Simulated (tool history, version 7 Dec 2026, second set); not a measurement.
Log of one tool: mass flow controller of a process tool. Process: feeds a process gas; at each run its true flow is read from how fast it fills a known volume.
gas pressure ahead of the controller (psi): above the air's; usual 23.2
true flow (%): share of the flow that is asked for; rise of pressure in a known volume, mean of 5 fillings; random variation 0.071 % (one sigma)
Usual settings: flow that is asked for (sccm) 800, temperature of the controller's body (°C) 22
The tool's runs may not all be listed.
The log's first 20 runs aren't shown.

run    hour  flow that is asked for (sccm)  gas pressure ahead of the controller (psi)  temperature of the controller's body (°C)  true flow (%)
 21  2147.1                            258                                        21.5                                         22          97.53
     2257.2  -- controller's zero set anew, once more
 22  2257.2                            101                                          36                                         22          98.35
 23  2353.8                            312                                        23.2                                         24          99.31
 24  2477.2                            312                                        23.2                                         24          99.31
 25  2621.3                            312                                        23.2                                         24           99.2
 26  2735.5                            131                                        23.2                                         28          98.17
 27  2860.2                            131                                        23.2                                         28          98.11
 28    2990                            131                                        28.6                                         28          97.74
 29  3092.4                            314                                        29.6                                         29          98.23
 30  3191.7                            138                                        31.8                                         25          97.71
 31  3257.1                            153                                        31.8                                         30          97.35
 32  3397.6                            800                                        27.3                                         22          99.57
 33    3544                            800                                        27.3                                         22          99.64
 34    3652                            208                                        24.1                                         29          97.62
 35  3723.3                            104                                        37.3                                         29          96.26

Forecast each of these 4 alternatives for the next run:
  A  3819                            800                                        23.2                                         31              ?
  B  3819                            406                                        23.2                                         22              ?
  C  3819                            144                                          35                                         29              ?
  D  3819                            194                                        30.6                                         28              ?

run  true flow (%)
  A          98.96
  B          99.08
  C          96.65
  D          97.47
Without the tool's hidden state the same runs would have given:
run  true flow (%)
  A          99.51
  B          99.87
  C          98.35
  D          98.81

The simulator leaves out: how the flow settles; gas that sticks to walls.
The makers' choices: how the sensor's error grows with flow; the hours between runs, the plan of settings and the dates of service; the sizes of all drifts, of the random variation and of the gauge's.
